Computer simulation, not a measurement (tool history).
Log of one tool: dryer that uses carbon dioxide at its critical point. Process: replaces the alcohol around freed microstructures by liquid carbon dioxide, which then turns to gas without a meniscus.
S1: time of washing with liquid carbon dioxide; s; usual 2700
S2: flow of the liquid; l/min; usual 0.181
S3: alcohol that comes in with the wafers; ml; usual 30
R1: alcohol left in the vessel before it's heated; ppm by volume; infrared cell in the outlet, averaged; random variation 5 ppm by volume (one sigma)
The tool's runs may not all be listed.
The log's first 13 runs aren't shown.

{"run": 14, "hour": 131.8, "S1": 2700, "S2": 0.181, "S3": 30, "R1": 132}
{"run": 15, "hour": 140.2, "S1": 2100, "S2": 0.181, "S3": 30, "R1": 208}
{"run": 16, "hour": 148.9, "S1": 2100, "S2": 0.282, "S3": 30, "R1": 116}
{"run": 17, "hour": 159.8, "S1": 2100, "S2": 0.282, "S3": 30, "R1": 120}
{"run": 18, "hour": 172.0, "S1": 2340, "S2": 0.134, "S3": 30, "R1": 416}
{"run": 19, "hour": 179.3, "S1": 2340, "S2": 0.134, "S3": 30, "R1": 403}
{"run": 20, "hour": 185.8, "S1": 3480, "S2": 0.203, "S3": 94, "R1": 113}
{"run": 21, "hour": 196.5, "S1": 2100, "S2": 0.203, "S3": 94, "R1": 289}
{"hour": 205.2, "done": "inlet filter changed"}
{"run": 22, "hour": 209.3, "S1": 2100, "S2": 0.203, "S3": 94, "R1": 222}
{"run": 23, "hour": 216.1, "S1": 2880, "S2": 0.203, "S3": 94, "R1": 126}
{"run": 24, "hour": 228.6, "S1": 1800, "S2": 0.145, "S3": 25, "R1": 532}
{"run": 25, "hour": 236.3, "S1": 1920, "S2": 0.135, "S3": 23, "R1": 527}
{"run": 26, "hour": 242.4, "S1": 1920, "S2": 0.135, "S3": 114, "R1": 2086}
{"run": 27, "hour": 254.8, "S1": 1680, "S2": 0.181, "S3": 30, "R1": 371}
{"run": 28, "hour": 262.5, "S1": 1680, "S2": 0.181, "S3": 30, "R1": 388}
{"run": 29, "hour": 274.6, "S1": 1680, "S2": 0.176, "S3": 102, "R1": 1101}
{"run": 30, "hour": 285.7, "S1": 2880, "S2": 0.181, "S3": 36, "R1": 134}
{"run": 31, "hour": 295.7, "S1": 2640, "S2": 0.181, "S3": 83, "R1": 176}
{"run": 32, "hour": 309.0, "S1": 2700, "S2": 0.181, "S3": 59, "R1": 160}

Forecast each of these 5 alternatives for the next run:
{"run": "A", "hour": 319.0, "S1": 2700, "S2": 0.205, "S3": 30, "R1": "?"}
{"run": "B", "hour": 319.0, "S1": 2700, "S2": 0.181, "S3": 76, "R1": "?"}
{"run": "C", "hour": 319.0, "S1": 3120, "S2": 0.214, "S3": 30, "R1": "?"}
{"run": "D", "hour": 319.0, "S1": 2460, "S2": 0.189, "S3": 24, "R1": "?"}
{"run": "E", "hour": 319.0, "S1": 2400, "S2": 0.181, "S3": 30, "R1": "?"}

run=A R1=154
run=B R1=166
run=C R1=133
run=D R1=145
run=E R1=167
Without the tool's hidden state the same runs would have given:
run=A R1=18
run=B R1=27
run=C R1=0
run=D R1=11
run=E R1=30
